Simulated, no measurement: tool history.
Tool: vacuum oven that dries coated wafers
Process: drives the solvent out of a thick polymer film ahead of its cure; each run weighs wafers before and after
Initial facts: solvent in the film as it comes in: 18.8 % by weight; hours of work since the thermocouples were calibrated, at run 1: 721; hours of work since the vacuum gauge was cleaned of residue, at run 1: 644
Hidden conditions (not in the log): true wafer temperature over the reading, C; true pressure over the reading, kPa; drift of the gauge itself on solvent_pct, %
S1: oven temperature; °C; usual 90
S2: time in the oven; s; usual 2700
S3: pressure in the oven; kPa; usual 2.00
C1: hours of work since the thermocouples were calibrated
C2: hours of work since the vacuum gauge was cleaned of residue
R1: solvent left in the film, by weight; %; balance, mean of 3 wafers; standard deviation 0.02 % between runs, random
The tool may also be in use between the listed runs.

Run 1, hour 0.0: usual settings; C1 721; C2 644. Result: R1 1.25 %.
Run 2, hour 35.9: usual settings but S1 91 °C; C1 747; C2 670. Result: R1 1.16 %.
Run 3, hour 74.4: usual settings; C1 775; C2 698. Result: R1 1.26 %.
Run 4, hour 149.7: usual settings; C1 830; C2 753. Result: R1 1.29 %.
Run 5, hour 222.0: usual settings; C1 882; C2 806. Result: R1 1.27 %.
Run 6, hour 294.9: usual settings; C1 935; C2 859. Result: R1 1.32 %.
At hour 360.3: oven's thermocouples calibrated.
Run 7, hour 360.3: usual settings; C1 0; C2 905. Result: R1 1.36 %.
Run 8, hour 395.1: usual settings but S1 88 °C, S2 3900 s, S3 1.10 kPa; C1 25; C2 930. Result: R1 0.80 %.
Run 9, hour 469.1: usual settings but S1 88 °C, S2 3900 s, S3 1.10 kPa; C1 79; C2 984. Result: R1 0.81 %.
At hour 516.7: oven's thermocouples calibrated, once more.
Run 10, hour 518.3: usual settings but S1 88 °C, S2 3180 s, S3 1.94 kPa; C1 1; C2 1019. Result: R1 1.19 %.
Run 11, hour 552.0: usual settings but S1 93 °C, S2 2100 s; C1 26; C2 1043. Result: R1 1.23 %.
Run 12, hour 629.2: usual settings but S1 91 °C, S2 1620 s, S3 5.62 kPa; C1 82; C2 1099. Result: R1 3.30 %.
Run 13, hour 684.3: usual settings but S2 1680 s, S3 2.99 kPa; C1 122; C2 1139. Result: R1 2.85 %.
Run 14, hour 726.4: usual settings but S2 1680 s, S3 2.99 kPa; C1 153; C2 1170. Result: R1 2.84 %.

What would each run have given without the hidden state, its run-to-run variation left as it was?
run    R1
  1  1.13
  2  1.04
  3  1.12
  4  1.14
  5  1.11
  6  1.14
  7  1.12
  8  0.60
  9  0.60
 10  1.09
 11  1.16
 12  3.24
 13  2.77
 14  2.76
